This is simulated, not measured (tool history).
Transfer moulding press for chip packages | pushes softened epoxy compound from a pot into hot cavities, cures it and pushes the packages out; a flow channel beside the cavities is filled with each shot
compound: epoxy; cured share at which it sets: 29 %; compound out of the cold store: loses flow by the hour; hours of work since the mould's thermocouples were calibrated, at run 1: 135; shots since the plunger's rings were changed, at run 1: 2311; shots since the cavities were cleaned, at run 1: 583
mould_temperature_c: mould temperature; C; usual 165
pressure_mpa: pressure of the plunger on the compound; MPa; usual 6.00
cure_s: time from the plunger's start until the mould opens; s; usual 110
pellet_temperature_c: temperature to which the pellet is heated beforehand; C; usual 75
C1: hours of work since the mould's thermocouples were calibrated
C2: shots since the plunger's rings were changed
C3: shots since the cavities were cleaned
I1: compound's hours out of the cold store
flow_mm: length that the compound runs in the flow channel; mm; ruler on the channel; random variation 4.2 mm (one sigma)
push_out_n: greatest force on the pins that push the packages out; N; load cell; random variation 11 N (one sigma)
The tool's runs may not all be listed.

{"run": 1, "hour": 0.0, "mould_temperature_c": 165, "pressure_mpa": 6.0, "cure_s": 110, "pellet_temperature_c": 75, "C1": 135, "C2": 2311, "C3": 583, "I1": 29.5, "flow_mm": 639, "push_out_n": 866}
{"run": 2, "hour": 39.5, "mould_temperature_c": 165, "pressure_mpa": 6.0, "cure_s": 147, "pellet_temperature_c": 75, "C1": 157, "C2": 2696, "C3": 968, "I1": 41.2, "flow_mm": 605, "push_out_n": 837}
{"hour": 62.3, "done": "cavities cleaned with cleaning compound and waxed"}
{"run": 3, "hour": 68.8, "mould_temperature_c": 165, "pressure_mpa": 6.0, "cure_s": 147, "pellet_temperature_c": 75, "C1": 173, "C2": 2968, "C3": 63, "I1": 15.3, "flow_mm": 676, "push_out_n": 496}
{"run": 4, "hour": 99.1, "mould_temperature_c": 165, "pressure_mpa": 6.0, "cure_s": 147, "pellet_temperature_c": 75, "C1": 190, "C2": 3264, "C3": 359, "I1": 38.2, "flow_mm": 610, "push_out_n": 653}
{"hour": 127.9, "done": "plunger's sealing rings changed"}
{"run": 5, "hour": 133.1, "mould_temperature_c": 166, "pressure_mpa": 6.0, "cure_s": 147, "pellet_temperature_c": 75, "C1": 208, "C2": 51, "C3": 667, "I1": 15.0, "flow_mm": 703, "push_out_n": 774}
{"run": 6, "hour": 151.5, "mould_temperature_c": 166, "pressure_mpa": 6.0, "cure_s": 147, "pellet_temperature_c": 75, "C1": 219, "C2": 231, "C3": 847, "I1": 37.5, "flow_mm": 643, "push_out_n": 804}
{"run": 7, "hour": 182.6, "mould_temperature_c": 165, "pressure_mpa": 6.0, "cure_s": 110, "pellet_temperature_c": 70, "C1": 237, "C2": 534, "C3": 1150, "I1": 20.2, "flow_mm": 687, "push_out_n": 1099}
{"hour": 187.7, "done": "cavities cleaned with cleaning compound and waxed"}
{"run": 8, "hour": 205.5, "mould_temperature_c": 165, "pressure_mpa": 5.64, "cure_s": 110, "pellet_temperature_c": 75, "C1": 249, "C2": 744, "C3": 174, "I1": 43.6, "flow_mm": 606, "push_out_n": 623}
{"run": 9, "hour": 231.3, "mould_temperature_c": 165, "pressure_mpa": 6.0, "cure_s": 110, "pellet_temperature_c": 75, "C1": 264, "C2": 995, "C3": 425, "I1": 14.2, "flow_mm": 693, "push_out_n": 826}
{"run": 10, "hour": 263.9, "mould_temperature_c": 165, "pressure_mpa": 6.0, "cure_s": 110, "pellet_temperature_c": 75, "C1": 282, "C2": 1313, "C3": 743, "I1": 30.0, "flow_mm": 645, "push_out_n": 942}
{"run": 11, "hour": 295.3, "mould_temperature_c": 165, "pressure_mpa": 6.0, "cure_s": 110, "pellet_temperature_c": 74, "C1": 300, "C2": 1620, "C3": 1050, "I1": 16.5, "flow_mm": 681, "push_out_n": 1087}
{"hour": 307.6, "done": "cavities cleaned with cleaning compound and waxed"}
{"run": 12, "hour": 315.3, "mould_temperature_c": 165, "pressure_mpa": 6.0, "cure_s": 110, "pellet_temperature_c": 66, "C1": 311, "C2": 1801, "C3": 75, "I1": 30.9, "flow_mm": 642, "push_out_n": 578}
{"run": 13, "hour": 351.9, "mould_temperature_c": 165, "pressure_mpa": 6.0, "cure_s": 110, "pellet_temperature_c": 66, "C1": 331, "C2": 2158, "C3": 432, "I1": 21.1, "flow_mm": 666, "push_out_n": 807}
{"run": 14, "hour": 371.4, "mould_temperature_c": 165, "pressure_mpa": 5.38, "cure_s": 110, "pellet_temperature_c": 75, "C1": 343, "C2": 2349, "C3": 623, "I1": 21.1, "flow_mm": 622, "push_out_n": 919}
{"run": 15, "hour": 403.0, "mould_temperature_c": 165, "pressure_mpa": 5.38, "cure_s": 110, "pellet_temperature_c": 75, "C1": 361, "C2": 2658, "C3": 932, "I1": 27.3, "flow_mm": 598, "push_out_n": 951}
{"hour": 428.6, "done": "cavities cleaned with cleaning compound and waxed"}
{"run": 16, "hour": 443.7, "mould_temperature_c": 172, "pressure_mpa": 6.52, "cure_s": 127, "pellet_temperature_c": 78, "C1": 383, "C2": 3041, "C3": 147, "I1": 23.0, "flow_mm": 659, "push_out_n": 529}
{"run": 17, "hour": 471.1, "mould_temperature_c": 172, "pressure_mpa": 6.52, "cure_s": 127, "pellet_temperature_c": 78, "C1": 399, "C2": 3308, "C3": 414, "I1": 24.4, "flow_mm": 648, "push_out_n": 604}
{"hour": 497.1, "done": "plunger's sealing rings changed"}
{"run": 18, "hour": 501.5, "mould_temperature_c": 166, "pressure_mpa": 5.87, "cure_s": 127, "pellet_temperature_c": 78, "C1": 414, "C2": 43, "C3": 687, "I1": 12.8, "flow_mm": 699, "push_out_n": 773}
{"hour": 508.0, "done": "mould's thermocouples calibrated"}
{"run": 19, "hour": 529.0, "mould_temperature_c": 166, "pressure_mpa": 4.75, "cure_s": 127, "pellet_temperature_c": 68, "C1": 12, "C2": 292, "C3": 936, "I1": 27.9, "flow_mm": 592, "push_out_n": 857}
{"run": 20, "hour": 550.2, "mould_temperature_c": 165, "pressure_mpa": 6.71, "cure_s": 110, "pellet_temperature_c": 75, "C1": 24, "C2": 500, "C3": 1144, "I1": 21.3, "flow_mm": 729, "push_out_n": 1066}
{"hour": 555.3, "done": "cavities cleaned with cleaning compound and waxed"}
{"run": 21, "hour": 575.1, "mould_temperature_c": 165, "pressure_mpa": 6.71, "cure_s": 110, "pellet_temperature_c": 75, "C1": 37, "C2": 728, "C3": 194, "I1": 16.5, "flow_mm": 747, "push_out_n": 723}
{"run": 22, "hour": 597.7, "mould_temperature_c": 165, "pressure_mpa": 6.71, "cure_s": 110, "pellet_temperature_c": 75, "C1": 50, "C2": 949, "C3": 415, "I1": 27.9, "flow_mm": 692, "push_out_n": 791}
{"run": 23, "hour": 635.6, "mould_temperature_c": 161, "pressure_mpa": 5.33, "cure_s": 104, "pellet_temperature_c": 67, "C1": 72, "C2": 1319, "C3": 785, "I1": 22.3, "flow_mm": 651, "push_out_n": 1521}
{"run": 24, "hour": 652.9, "mould_temperature_c": 165, "pressure_mpa": 6.0, "cure_s": 110, "pellet_temperature_c": 68, "C1": 82, "C2": 1488, "C3": 954, "I1": 31.2, "flow_mm": 645, "push_out_n": 1027}
{"hour": 674.8, "done": "cavities cleaned with cleaning compound and waxed"}
{"run": 25, "hour": 682.5, "mould_temperature_c": 161, "pressure_mpa": 4.64, "cure_s": 110, "pellet_temperature_c": 72, "C1": 98, "C2": 1763, "C3": 76, "I1": 8.3, "flow_mm": 638, "push_out_n": 822}
{"run": 26, "hour": 721.2, "mould_temperature_c": 161, "pressure_mpa": 5.34, "cure_s": 110, "pellet_temperature_c": 72, "C1": 120, "C2": 2141, "C3": 454, "I1": 43.6, "flow_mm": 581, "push_out_n": 1056}
{"run": 27, "hour": 754.1, "mould_temperature_c": 161, "pressure_mpa": 5.34, "cure_s": 110, "pellet_temperature_c": 72, "C1": 139, "C2": 2462, "C3": 775, "I1": 36.5, "flow_mm": 589, "push_out_n": 1221}

4 ways to go on from here, each from the tool as it stands after run 27. What would each give?
{"run": "A", "hour": 770.3, "mould_temperature_c": 161, "pressure_mpa": 6.0, "cure_s": 148, "pellet_temperature_c": 75, "C1": 148, "C2": 2620, "C3": 933, "I1": 36.8, "flow_mm": "?", "push_out_n": "?"}
{"run": "B", "hour": 770.3, "mould_temperature_c": 169, "pressure_mpa": 6.42, "cure_s": 146, "pellet_temperature_c": 72, "C1": 148, "C2": 2620, "C3": 933, "I1": 29.4, "flow_mm": "?", "push_out_n": "?"}
{"run": "C", "hour": 770.3, "mould_temperature_c": 165, "pressure_mpa": 5.17, "cure_s": 110, "pellet_temperature_c": 75, "C1": 148, "C2": 2620, "C3": 933, "I1": 20.8, "flow_mm": "?", "push_out_n": "?"}
{"run": "D", "hour": 770.3, "mould_temperature_c": 165, "pressure_mpa": 4.78, "cure_s": 110, "pellet_temperature_c": 75, "C1": 148, "C2": 2620, "C3": 933, "I1": 30.4, "flow_mm": "?", "push_out_n": "?"}

run=A flow_mm=619 push_out_n=902
run=B flow_mm=654 push_out_n=825
run=C flow_mm=615 push_out_n=1047
run=D flow_mm=561 push_out_n=1024
Without the tool's hidden state the same runs would have given:
run=A flow_mm=652 push_out_n=476
run=B flow_mm=688 push_out_n=428
run=C flow_mm=647 push_out_n=551
run=D flow_mm=590 push_out_n=538
